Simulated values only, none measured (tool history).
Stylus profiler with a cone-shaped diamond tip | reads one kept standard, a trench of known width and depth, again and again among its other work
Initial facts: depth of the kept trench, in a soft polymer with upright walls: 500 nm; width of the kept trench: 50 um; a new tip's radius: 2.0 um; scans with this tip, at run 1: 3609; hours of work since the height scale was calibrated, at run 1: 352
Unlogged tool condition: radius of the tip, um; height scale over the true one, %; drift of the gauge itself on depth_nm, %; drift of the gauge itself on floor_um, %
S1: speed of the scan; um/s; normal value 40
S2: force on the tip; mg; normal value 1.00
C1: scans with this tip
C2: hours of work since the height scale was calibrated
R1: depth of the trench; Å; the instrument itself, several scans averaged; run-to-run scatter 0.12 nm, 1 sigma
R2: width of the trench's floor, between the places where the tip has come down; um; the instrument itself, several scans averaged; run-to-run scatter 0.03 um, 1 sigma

run,hour,S1,S2,C1,C2,R1,R2
1,0.0,40,1.00,3609,352,5041.3,46.83
2,37.9,40,0.54,3804,371,5025.5,46.71
3,90.5,40,0.54,4075,397,5027.4,46.68
4,150.0,40,0.54,4381,427,5024.6,46.67
# hour 153.4: height scale calibrated on a step standard
5,207.8,102,0.54,4676,27,5024.3,46.31
6,242.2,102,0.54,4852,44,5024.9,46.30
7,288.8,37,0.54,5092,68,5022.1,46.64
8,343.8,25,0.49,5375,95,5021.8,46.69
9,373.0,25,0.49,5525,110,5020.9,46.76
10,411.7,129,1.14,5724,129,5043.4,46.34
11,443.4,70,1.35,5887,145,5045.8,46.59
12,483.1,70,1.35,6092,165,5046.3,46.56
# hour 493.6: height scale calibrated on a step standard, once more
13,528.8,39,2.51,6324,18,5081.5,46.68
14,589.9,154,0.48,6638,48,5023.7,45.80

Consider 5 possible next runs. They are alternatives, not a sequence: every one starts from the tool as it was left by run 14. What does each give?
A,616.7,127,2.00,6776,62,?,?
B,616.7,154,1.17,6776,62,?,?
C,616.7,118,1.14,6776,62,?,?
D,616.7,72,0.35,6776,62,?,?
E,616.7,28,0.38,6776,62,?,?

run,R1,R2
A,5068.6,46.36
B,5046.1,46.17
C,5046.2,46.27
D,5021.6,46.25
E,5023.7,46.59
Without the tool's hidden state the same runs would have given:
run,R1,R2
A,5070.4,46.96
B,5047.9,46.76
C,5048.0,46.86
D,5023.4,46.84
E,5025.5,47.18

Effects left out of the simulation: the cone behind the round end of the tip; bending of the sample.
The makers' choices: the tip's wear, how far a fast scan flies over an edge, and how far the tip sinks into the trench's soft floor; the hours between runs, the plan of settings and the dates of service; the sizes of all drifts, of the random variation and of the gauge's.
